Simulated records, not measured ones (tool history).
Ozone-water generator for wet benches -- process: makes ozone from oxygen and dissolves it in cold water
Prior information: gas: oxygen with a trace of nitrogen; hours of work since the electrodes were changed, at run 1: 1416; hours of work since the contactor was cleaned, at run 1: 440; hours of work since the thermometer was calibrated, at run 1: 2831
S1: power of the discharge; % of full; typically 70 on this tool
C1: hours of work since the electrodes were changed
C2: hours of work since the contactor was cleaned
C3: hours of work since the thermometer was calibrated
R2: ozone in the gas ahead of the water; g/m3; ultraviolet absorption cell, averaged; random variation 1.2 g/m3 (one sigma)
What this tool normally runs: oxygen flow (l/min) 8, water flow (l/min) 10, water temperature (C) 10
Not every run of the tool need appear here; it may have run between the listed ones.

run 1 hour=0 | S1=70 oxygen_flow_(l/min)=8 water_flow_(l/min)=10 water_temperature_(C)=10 | C1=1416 C2=440 C3=2831 | dissolved_ozone_(ppm)=44 R2=206.7
run 2 hour=94.8 | S1=70 oxygen_flow_(l/min)=8 water_flow_(l/min)=10 water_temperature_(C)=10 | C1=1484 C2=508 C3=2898 | dissolved_ozone_(ppm)=44.1 R2=205.8
run 3 hour=163.5 | S1=70 oxygen_flow_(l/min)=8 water_flow_(l/min)=10 water_temperature_(C)=10 | C1=1533 C2=557 C3=2947 | dissolved_ozone_(ppm)=43.6 R2=204.6
run 4 hour=233.9 | S1=70 oxygen_flow_(l/min)=8 water_flow_(l/min)=10 water_temperature_(C)=10 | C1=1583 C2=607 C3=2997 | dissolved_ozone_(ppm)=44.3 R2=206.4
run 5 hour=322.1 | S1=70 oxygen_flow_(l/min)=8 water_flow_(l/min)=6 water_temperature_(C)=10 | C1=1646 C2=670 C3=3060 | dissolved_ozone_(ppm)=56.4 R2=205.8
run 6 hour=383.1 | S1=70 oxygen_flow_(l/min)=8 water_flow_(l/min)=6 water_temperature_(C)=10 | C1=1689 C2=713 C3=3104 | dissolved_ozone_(ppm)=56.9 R2=201.9
run 7 hour=485.8 | S1=70 oxygen_flow_(l/min)=8 water_flow_(l/min)=6 water_temperature_(C)=10 | C1=1763 C2=787 C3=3177 | dissolved_ozone_(ppm)=56 R2=203.9
run 8 hour=598.3 | S1=70 oxygen_flow_(l/min)=8 water_flow_(l/min)=6 water_temperature_(C)=10 | C1=1843 C2=867 C3=3257 | dissolved_ozone_(ppm)=57 R2=205.9
run 9 hour=657.3 | S1=70 oxygen_flow_(l/min)=8 water_flow_(l/min)=6 water_temperature_(C)=10 | C1=1885 C2=909 C3=3299 | dissolved_ozone_(ppm)=55.5 R2=204.1
run 10 hour=783.7 | S1=70 oxygen_flow_(l/min)=8 water_flow_(l/min)=6 water_temperature_(C)=10 | C1=1975 C2=999 C3=3389 | dissolved_ozone_(ppm)=55.7 R2=205.9
run 11 hour=871.8 | S1=40 oxygen_flow_(l/min)=8 water_flow_(l/min)=10 water_temperature_(C)=10 | C1=2038 C2=1062 C3=3452 | dissolved_ozone_(ppm)=31 R2=145.5
run 12 hour=975.5 | S1=40 oxygen_flow_(l/min)=8 water_flow_(l/min)=10 water_temperature_(C)=10 | C1=2112 C2=1136 C3=3526 | dissolved_ozone_(ppm)=31 R2=147
run 13 hour=1089.8 | S1=40 oxygen_flow_(l/min)=8 water_flow_(l/min)=10 water_temperature_(C)=10 | C1=2193 C2=1217 C3=3608 | dissolved_ozone_(ppm)=30.9 R2=145.9
run 14 hour=1194.6 | S1=70 oxygen_flow_(l/min)=8 water_flow_(l/min)=10 water_temperature_(C)=10 | C1=2268 C2=1292 C3=3682 | dissolved_ozone_(ppm)=43.2 R2=204.6
run 15 hour=1297.5 | S1=70 oxygen_flow_(l/min)=8 water_flow_(l/min)=10 water_temperature_(C)=10 | C1=2341 C2=1365 C3=3756 | dissolved_ozone_(ppm)=43.1 R2=204.2
run 16 hour=1429.1 | S1=66 oxygen_flow_(l/min)=6.49 water_flow_(l/min)=7 water_temperature_(C)=10 | C1=2435 C2=1459 C3=3850 | dissolved_ozone_(ppm)=53 R2=219.5
run 17 hour=1511.6 | S1=77 oxygen_flow_(l/min)=5.59 water_flow_(l/min)=11 water_temperature_(C)=10 | C1=2494 C2=1518 C3=3908 | dissolved_ozone_(ppm)=44.9 R2=259.6
-- hour=1524.2 contactor cleaned
run 18 hour=1572.6 | S1=70 oxygen_flow_(l/min)=8 water_flow_(l/min)=14 water_temperature_(C)=14 | C1=2535 C2=35 C3=3949 | dissolved_ozone_(ppm)=32.1 R2=203.2
run 19 hour=1628.2 | S1=70 oxygen_flow_(l/min)=8 water_flow_(l/min)=6 water_temperature_(C)=14 | C1=2574 C2=74 C3=3989 | dissolved_ozone_(ppm)=49.9 R2=204
run 20 hour=1682.6 | S1=70 oxygen_flow_(l/min)=5.38 water_flow_(l/min)=6 water_temperature_(C)=8 | C1=2613 C2=113 C3=4027 | dissolved_ozone_(ppm)=63.5 R2=247.2
run 21 hour=1762.1 | S1=99 oxygen_flow_(l/min)=6.72 water_flow_(l/min)=6 water_temperature_(C)=6 | C1=2670 C2=170 C3=4084 | dissolved_ozone_(ppm)=77.9 R2=273.6
-- hour=1797.6 contactor cleaned, once more
run 22 hour=1839.1 | S1=99 oxygen_flow_(l/min)=4.63 water_flow_(l/min)=6 water_temperature_(C)=12 | C1=2722 C2=30 C3=4136 | dissolved_ozone_(ppm)=74.4 R2=326.8
run 23 hour=1972.9 | S1=70 oxygen_flow_(l/min)=5.91 water_flow_(l/min)=11 water_temperature_(C)=6 | C1=2817 C2=125 C3=4232 | dissolved_ozone_(ppm)=46 R2=235
run 24 hour=2100.6 | S1=51 oxygen_flow_(l/min)=5.91 water_flow_(l/min)=11 water_temperature_(C)=6 | C1=2908 C2=216 C3=4323 | dissolved_ozone_(ppm)=37.2 R2=194.1
run 25 hour=2185.3 | S1=43 oxygen_flow_(l/min)=4.72 water_flow_(l/min)=7 water_temperature_(C)=10 | C1=2968 C2=276 C3=4383 | dissolved_ozone_(ppm)=43.1 R2=196.2
run 26 hour=2241.8 | S1=83 oxygen_flow_(l/min)=8 water_flow_(l/min)=10 water_temperature_(C)=10 | C1=3009 C2=317 C3=4423 | dissolved_ozone_(ppm)=47.4 R2=222.4
run 27 hour=2310 | S1=70 oxygen_flow_(l/min)=9.09 water_flow_(l/min)=7 water_temperature_(C)=10 | C1=3057 C2=365 C3=4472 | dissolved_ozone_(ppm)=50.3 R2=191.7
run 28 hour=2426 | S1=52 oxygen_flow_(l/min)=8 water_flow_(l/min)=10 water_temperature_(C)=10 | C1=3140 C2=448 C3=4555 | dissolved_ozone_(ppm)=36.2 R2=172.1

Branching from run 28: 4 alternative next runs. What would each branch give?
run A hour=2531 | S1=59 oxygen_flow_(l/min)=8 water_flow_(l/min)=9 water_temperature_(C)=9 | C1=3215 C2=523 C3=4629 | dissolved_ozone_(ppm)=? R2=?
run B hour=2531 | S1=64 oxygen_flow_(l/min)=8 water_flow_(l/min)=7 water_temperature_(C)=10 | C1=3215 C2=523 C3=4629 | dissolved_ozone_(ppm)=? R2=?
run C hour=2531 | S1=70 oxygen_flow_(l/min)=12.2 water_flow_(l/min)=11 water_temperature_(C)=10 | C1=3215 C2=523 C3=4629 | dissolved_ozone_(ppm)=? R2=?
run D hour=2531 | S1=61 oxygen_flow_(l/min)=6.74 water_flow_(l/min)=11 water_temperature_(C)=10 | C1=3215 C2=523 C3=4629 | dissolved_ozone_(ppm)=? R2=?

run=A dissolved_ozone_(ppm)=42.3 R2=181.4
run=B dissolved_ozone_(ppm)=48.3 R2=191.1
run=C dissolved_ozone_(ppm)=38.2 R2=163.5
run=D dissolved_ozone_(ppm)=38.1 R2=201.5
Take away the tool's hidden state, keep each run's random variation, and the runs would have read:
run=A dissolved_ozone_(ppm)=44.4 R2=189.5
run=B dissolved_ozone_(ppm)=50.7 R2=200.1
run=C dissolved_ozone_(ppm)=40.3 R2=171.6
run=D dissolved_ozone_(ppm)=40.1 R2=210.6
